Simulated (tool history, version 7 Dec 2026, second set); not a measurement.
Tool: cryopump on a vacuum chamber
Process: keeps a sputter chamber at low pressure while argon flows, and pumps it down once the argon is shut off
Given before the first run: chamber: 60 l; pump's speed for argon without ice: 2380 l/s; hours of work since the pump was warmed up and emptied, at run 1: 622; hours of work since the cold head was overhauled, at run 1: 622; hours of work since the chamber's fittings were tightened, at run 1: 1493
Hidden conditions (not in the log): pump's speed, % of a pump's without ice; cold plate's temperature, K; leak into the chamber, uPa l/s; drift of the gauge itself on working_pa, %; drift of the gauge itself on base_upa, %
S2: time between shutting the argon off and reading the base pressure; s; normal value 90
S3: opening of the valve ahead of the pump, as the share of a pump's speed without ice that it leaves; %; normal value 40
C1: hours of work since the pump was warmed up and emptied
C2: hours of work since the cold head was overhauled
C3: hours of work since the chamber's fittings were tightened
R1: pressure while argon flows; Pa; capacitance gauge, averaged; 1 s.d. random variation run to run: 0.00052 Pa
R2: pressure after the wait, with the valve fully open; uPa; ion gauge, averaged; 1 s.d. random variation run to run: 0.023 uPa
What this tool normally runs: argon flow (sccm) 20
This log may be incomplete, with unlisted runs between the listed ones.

run 1 hour=0.0 | argon_flow_(sccm)=20 S2=90 S3=40 | C1=622 C2=622 C3=1493 | R1=0.0388 R2=1.69
run 2 hour=13.4 | argon_flow_(sccm)=11 S2=90 S3=40 | C1=633 C2=633 C3=1504 | R1=0.0207 R2=1.74
run 3 hour=37.9 | argon_flow_(sccm)=11 S2=90 S3=40 | C1=652 C2=652 C3=1523 | R1=0.0217 R2=1.72
run 4 hour=55.2 | argon_flow_(sccm)=11 S2=90 S3=40 | C1=666 C2=666 C3=1537 | R1=0.0206 R2=1.75
run 5 hour=67.3 | argon_flow_(sccm)=11 S2=90 S3=40 | C1=675 C2=675 C3=1546 | R1=0.0211 R2=1.79
run 6 hour=86.9 | argon_flow_(sccm)=20 S2=90 S3=32 | C1=691 C2=691 C3=1562 | R1=0.0465 R2=1.74
run 7 hour=107.8 | argon_flow_(sccm)=20 S2=90 S3=40 | C1=707 C2=707 C3=1578 | R1=0.0379 R2=1.78
run 8 hour=128.7 | argon_flow_(sccm)=20 S2=90 S3=40 | C1=724 C2=724 C3=1595 | R1=0.0394 R2=1.76
run 9 hour=146.9 | argon_flow_(sccm)=20 S2=90 S3=40 | C1=738 C2=738 C3=1609 | R1=0.0392 R2=1.76
run 10 hour=168.1 | argon_flow_(sccm)=20 S2=90 S3=40 | C1=755 C2=755 C3=1626 | R1=0.0387 R2=1.77
run 11 hour=194.0 | argon_flow_(sccm)=20 S2=90 S3=40 | C1=775 C2=775 C3=1646 | R1=0.0397 R2=1.82
run 12 hour=215.5 | argon_flow_(sccm)=20 S2=90 S3=40 | C1=792 C2=792 C3=1663 | R1=0.0393 R2=1.85
run 13 hour=243.3 | argon_flow_(sccm)=20 S2=90 S3=40 | C1=814 C2=814 C3=1685 | R1=0.0398 R2=1.86
run 14 hour=262.9 | argon_flow_(sccm)=20 S2=90 S3=40 | C1=830 C2=830 C3=1701 | R1=0.0397 R2=1.95
run 15 hour=288.8 | argon_flow_(sccm)=20 S2=90 S3=40 | C1=850 C2=850 C3=1721 | R1=0.0399 R2=1.95
run 16 hour=316.1 | argon_flow_(sccm)=20 S2=90 S3=40 | C1=872 C2=872 C3=1743 | R1=0.0394 R2=1.90
run 17 hour=332.3 | argon_flow_(sccm)=20 S2=90 S3=40 | C1=884 C2=884 C3=1755 | R1=0.0388 R2=2.00
run 18 hour=349.6 | argon_flow_(sccm)=14 S2=209 S3=40 | C1=898 C2=898 C3=1769 | R1=0.0278 R2=1.60
run 19 hour=374.7 | argon_flow_(sccm)=14 S2=209 S3=40 | C1=918 C2=918 C3=1789 | R1=0.0274 R2=1.61
run 20 hour=388.8 | argon_flow_(sccm)=14 S2=50 S3=40 | C1=929 C2=929 C3=1800 | R1=0.0282 R2=2.51
run 21 hour=405.7 | argon_flow_(sccm)=14 S2=50 S3=40 | C1=942 C2=942 C3=1813 | R1=0.0281 R2=2.61
run 22 hour=421.9 | argon_flow_(sccm)=14 S2=22 S3=29 | C1=955 C2=955 C3=1826 | R1=0.0374 R2=4.04
run 23 hour=447.5 | argon_flow_(sccm)=14 S2=54 S3=27 | C1=975 C2=975 C3=1846 | R1=0.0397 R2=2.57
run 24 hour=470.0 | argon_flow_(sccm)=14 S2=54 S3=36 | C1=993 C2=993 C3=1864 | R1=0.0313 R2=2.53
run 25 hour=495.8 | argon_flow_(sccm)=20 S2=83 S3=40 | C1=1013 C2=1013 C3=1885 | R1=0.0402 R2=2.14
run 26 hour=516.1 | argon_flow_(sccm)=40 S2=52 S3=15 | C1=1029 C2=1029 C3=1901 | R1=0.1999 R2=2.58
run 27 hour=534.4 | argon_flow_(sccm)=20 S2=90 S3=17 | C1=1044 C2=1044 C3=1915 | R1=0.0884 R2=2.14
run 28 hour=556.2 | argon_flow_(sccm)=20 S2=90 S3=31 | C1=1061 C2=1061 C3=1932 | R1=0.0507 R2=2.15
run 29 hour=573.6 | argon_flow_(sccm)=14 S2=109 S3=40 | C1=1075 C2=1075 C3=1946 | R1=0.0281 R2=2.08
run 30 hour=597.0 | argon_flow_(sccm)=20 S2=90 S3=37 | C1=1093 C2=1093 C3=1964 | R1=0.0444 R2=2.19
run 31 hour=618.9 | argon_flow_(sccm)=13 S2=22 S3=40 | C1=1110 C2=1110 C3=1982 | R1=0.0273 R2=4.26
run 32 hour=640.4 | argon_flow_(sccm)=13 S2=22 S3=40 | C1=1127 C2=1127 C3=1999 | R1=0.0270 R2=4.28
run 33 hour=655.7 | argon_flow_(sccm)=13 S2=22 S3=40 | C1=1139 C2=1139 C3=2011 | R1=0.0270 R2=4.33

Some steps in R1 between neighbouring runs. How much of each would the tool show without its hidden state too (settings, what came in, random variation), and how much is left for the hidden state, with any gauge scatter that isn't in both results?
Run 25 -> 26: argon flow (sccm) 20 -> 40, S2 83 -> 52, S3 40 -> 15. R1 +0.1597 Pa: hidden state +0.0054, all else +0.1543.
Run 26 -> 27: argon flow (sccm) 40 -> 20, S2 52 -> 90, S3 15 -> 17. R1 -0.1115 Pa: hidden state -0.0051, all else -0.1064.
Run 27 -> 28: S3 17 -> 31. R1 -0.0377 Pa: hidden state +0.0001, all else -0.0378.
Run 30 -> 31: argon flow (sccm) 20 -> 13, S2 90 -> 22, S3 37 -> 40. R1 -0.0171 Pa: hidden state -0.0019, all else -0.0152.
